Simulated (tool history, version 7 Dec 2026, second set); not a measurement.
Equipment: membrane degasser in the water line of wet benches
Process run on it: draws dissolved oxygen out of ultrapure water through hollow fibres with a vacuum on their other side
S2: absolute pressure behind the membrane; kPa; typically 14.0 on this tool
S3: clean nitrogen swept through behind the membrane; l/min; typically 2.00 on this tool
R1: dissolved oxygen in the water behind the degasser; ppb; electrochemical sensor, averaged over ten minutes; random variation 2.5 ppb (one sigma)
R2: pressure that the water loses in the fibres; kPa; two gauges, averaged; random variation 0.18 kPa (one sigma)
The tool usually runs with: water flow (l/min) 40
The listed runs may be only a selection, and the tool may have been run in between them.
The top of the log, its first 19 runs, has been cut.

At hour 2186.3: vacuum gauge calibrated, once more.
Run 20, hour 2277.9: usual settings but water flow (l/min) 51, S2 13.2 kPa, S3 1.22 l/min. Result: R1 864.6 ppb, R2 41.38 kPa.
Run 21, hour 2427.6: usual settings but water flow (l/min) 26, S2 14.7 kPa, S3 2.99 l/min. Result: R1 251.1 ppb, R2 21.07 kPa.
Run 22, hour 2496.8: usual settings but water flow (l/min) 26, S2 14.7 kPa, S3 2.99 l/min. Result: R1 251.8 ppb, R2 20.87 kPa.
Run 23, hour 2598.7: usual settings but water flow (l/min) 46, S2 11.4 kPa, S3 4.17 l/min. Result: R1 297.0 ppb, R2 37.26 kPa.
Run 24, hour 2715.6: usual settings but water flow (l/min) 25, S2 31.2 kPa, S3 1.40 l/min. Result: R1 1042.5 ppb, R2 20.24 kPa.
Run 25, hour 2811.9: usual settings but water flow (l/min) 25, S2 22.7 kPa, S3 1.40 l/min. Result: R1 749.9 ppb, R2 20.14 kPa.
Run 26, hour 2898.7: usual settings but water flow (l/min) 49, S2 26.4 kPa, S3 2.57 l/min. Result: R1 987.2 ppb, R2 39.46 kPa.
Run 27, hour 2968.4: usual settings but water flow (l/min) 49, S2 26.4 kPa, S3 2.57 l/min. Result: R1 988.7 ppb, R2 39.51 kPa.
Run 28, hour 3057.0: usual settings but water flow (l/min) 49, S2 26.4 kPa, S3 2.57 l/min. Result: R1 983.1 ppb, R2 39.68 kPa.
Run 29, hour 3184.0: usual settings but water flow (l/min) 49, S2 26.4 kPa, S3 2.57 l/min. Result: R1 998.2 ppb, R2 39.58 kPa.
Run 30, hour 3297.4: usual settings but water flow (l/min) 49, S2 26.4 kPa, S3 2.57 l/min. Result: R1 982.2 ppb, R2 39.47 kPa.
Run 31, hour 3367.6: usual settings but water flow (l/min) 49, S2 26.4 kPa, S3 2.57 l/min. Result: R1 987.7 ppb, R2 39.59 kPa.

Predict each of these 5 candidate next runs independently; none follows another, all start after run 31:
Run A, hour 3465.7: usual settings but S2 18.5 kPa. Result: R1 ?, R2 ?.
Run B, hour 3465.7: usual settings but water flow (l/min) 29, S2 27.9 kPa, S3 3.77 l/min. Result: R1 ?, R2 ?.
Run C, hour 3465.7: usual settings but water flow (l/min) 49, S2 20.7 kPa, S3 2.57 l/min. Result: R1 ?, R2 ?.
Run D, hour 3465.7: usual settings but water flow (l/min) 49, S2 26.4 kPa, S3 0.84 l/min. Result: R1 ?, R2 ?.
Run E, hour 3465.7: usual settings but water flow (l/min) 35, S2 21.6 kPa, S3 4.83 l/min. Result: R1 ?, R2 ?.

run      R1     R2
  A   692.3  32.44
  B   467.7  23.56
  C   790.4  39.97
  D  2085.6  40.14
  E   355.8  28.49
Without the tool's hidden state the same runs would have given:
run      R1     R2
  A   668.4  30.13
  B   449.5  21.90
  C   757.8  37.15
  D  2068.0  37.31
  E   336.2  26.48
